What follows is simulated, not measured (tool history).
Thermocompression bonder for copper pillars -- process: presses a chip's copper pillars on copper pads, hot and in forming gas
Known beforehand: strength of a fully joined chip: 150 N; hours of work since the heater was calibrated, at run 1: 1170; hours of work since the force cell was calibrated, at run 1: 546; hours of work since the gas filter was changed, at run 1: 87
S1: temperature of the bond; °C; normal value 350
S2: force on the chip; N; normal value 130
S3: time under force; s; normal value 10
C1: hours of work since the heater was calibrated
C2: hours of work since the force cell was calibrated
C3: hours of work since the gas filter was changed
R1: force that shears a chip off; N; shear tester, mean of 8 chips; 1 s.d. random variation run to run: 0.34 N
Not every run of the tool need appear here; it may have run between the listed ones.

Run 1, hour 0.0: usual settings; C1 1170; C2 546; C3 87. Result: R1 59.4 N.
Run 2, hour 55.8: usual settings but S2 139 N; C1 1211; C2 587; C3 127. Result: R1 62.2 N.
At hour 78.4: forming gas filter changed.
Run 3, hour 96.1: usual settings; C1 1240; C2 616; C3 13. Result: R1 60.0 N.
Run 4, hour 160.6: usual settings; C1 1288; C2 664; C3 60. Result: R1 60.2 N.
Run 5, hour 203.4: usual settings; C1 1319; C2 695; C3 92. Result: R1 60.4 N.
Run 6, hour 254.8: usual settings; C1 1357; C2 733; C3 129. Result: R1 60.0 N.
At hour 269.5: heater calibrated with a thermocouple chip.
At hour 276.6: forming gas filter changed.
Run 7, hour 316.5: usual settings; C1 34; C2 776; C3 29. Result: R1 59.9 N.
Run 8, hour 364.1: usual settings; C1 69; C2 811; C3 64. Result: R1 59.9 N.
Run 9, hour 428.9: usual settings but S2 162 N; C1 117; C2 859; C3 112. Result: R1 66.2 N.
At hour 470.3: forming gas filter changed.
Run 10, hour 496.4: usual settings but S2 162 N; C1 166; C2 908; C3 19. Result: R1 66.4 N.
Run 11, hour 528.6: usual settings but S1 342 °C; C1 189; C2 931; C3 43. Result: R1 54.8 N.
Run 12, hour 603.5: usual settings but S1 322 °C; C1 244; C2 986; C3 98. Result: R1 43.5 N.
Run 13, hour 638.7: usual settings; C1 270; C2 1012; C3 123. Result: R1 59.6 N.
At hour 665.4: forming gas filter changed.
Run 14, hour 681.2: usual settings; C1 301; C2 1043; C3 12. Result: R1 59.6 N.
Run 15, hour 755.0: usual settings; C1 355; C2 1097; C3 66. Result: R1 59.0 N.
Run 16, hour 791.4: usual settings but S3 23 s; C1 382; C2 1124; C3 92. Result: R1 79.8 N.
At hour 859.5: forming gas filter changed.
Run 17, hour 862.9: usual settings; C1 434; C2 1176; C3 2. Result: R1 59.3 N.
Run 18, hour 925.1: usual settings; C1 479; C2 1221; C3 48. Result: R1 58.9 N.
Run 19, hour 977.2: usual settings; C1 517; C2 1259; C3 86. Result: R1 58.6 N.
Run 20, hour 1037.3: usual settings but S2 95 N, S3 12 s; C1 561; C2 1303; C3 130. Result: R1 53.2 N.
At hour 1053.7: forming gas filter changed.
Run 21, hour 1108.9: usual settings but S1 354 °C, S2 81 N, S3 12 s; C1 614; C2 1356; C3 40. Result: R1 51.2 N.
Run 22, hour 1166.9: usual settings but S1 354 °C, S2 81 N, S3 12 s; C1 656; C2 1398; C3 83. Result: R1 51.5 N.
Run 23, hour 1210.9: usual settings but S1 354 °C, S2 127 N, S3 26 s; C1 688; C2 1430; C3 115. Result: R1 83.8 N.
At hour 1247.3: forming gas filter changed.
Run 24, hour 1264.1: usual settings but S1 356 °C, S2 150 N, S3 18 s; C1 727; C2 1469; C3 12. Result: R1 81.8 N.
Run 25, hour 1294.2: usual settings but S1 351 °C, S2 150 N, S3 22 s; C1 749; C2 1491; C3 34. Result: R1 84.1 N.
Run 26, hour 1344.7: usual settings but S1 380 °C, S2 88 N, S3 22 s; C1 786; C2 1528; C3 71. Result: R1 84.2 N.
Run 27, hour 1387.0: usual settings but S1 332 °C, S2 96 N, S3 22 s; C1 817; C2 1559; C3 102. Result: R1 55.7 N.
At hour 1443.1: forming gas filter changed.
Run 28, hour 1457.9: usual settings but S1 332 °C, S2 87 N, S3 23 s; C1 869; C2 1611; C3 11. Result: R1 53.8 N.
Run 29, hour 1504.2: usual settings but S1 332 °C, S2 87 N, S3 23 s; C1 903; C2 1645; C3 45. Result: R1 54.3 N.
Run 30, hour 1555.5: usual settings but S2 121 N, S3 15 s; C1 940; C2 1682; C3 82. Result: R1 64.9 N.
At hour 1610.6: gauge calibrated.
Run 31, hour 1617.3: usual settings but S2 121 N, S3 15 s; C1 986; C2 1728; C3 128. Result: R1 67.5 N.
At hour 1638.7: forming gas filter changed.
Run 32, hour 1692.4: usual settings but S1 353 °C, S2 153 N; C1 1040; C2 1782; C3 39. Result: R1 66.8 N.
Run 33, hour 1742.4: usual settings but S1 338 °C, S2 166 N, S3 17 s; C1 1077; C2 1819; C3 76. Result: R1 72.4 N.
Run 34, hour 1773.3: usual settings but S1 338 °C, S2 166 N, S3 14 s; C1 1099; C2 1841; C3 99. Result: R1 67.9 N.
Run 35, hour 1822.1: usual settings but S1 339 °C, S2 99 N; C1 1135; C2 1877; C3 134. Result: R1 45.9 N.
At hour 1831.5: forming gas filter changed.
Run 36, hour 1893.2: usual settings but S1 368 °C, S2 164 N, S3 28 s; C1 1187; C2 1929; C3 45. Result: R1 106.9 N.
Run 37, hour 1930.4: usual settings but S1 368 °C, S2 84 N, S3 15 s; C1 1214; C2 1956; C3 73. Result: R1 66.5 N.
Run 38, hour 1962.7: usual settings but S3 8 s; C1 1238; C2 1980; C3 96. Result: R1 54.7 N.

What would each run have given without the hidden state, its run-to-run variation left as it was?
What the log doesn't record here: true temperature of the bond over the reading, C; force that reaches the chip, % of what is set; oxide that the forming gas leaves, % of the face; drift of the gauge itself on shear_n, %.
run     R1
  1   59.6
  2   62.4
  3   60.2
  4   60.5
  5   60.8
  6   60.5
  7   60.3
  8   60.4
  9   66.8
 10   67.0
 11   55.3
 12   44.1
 13   60.4
 14   60.4
 15   59.8
 16   81.1
 17   60.3
 18   60.0
 19   59.8
 20   54.4
 21   52.3
 22   52.7
 23   85.8
 24   83.8
 25   86.3
 26   86.5
 27   57.3
 28   55.4
 29   55.9
 30   67.0
 31   67.8
 32   67.0
 33   72.8
 34   68.3
 35   46.2
 36  107.6
 37   67.1
 38   55.2
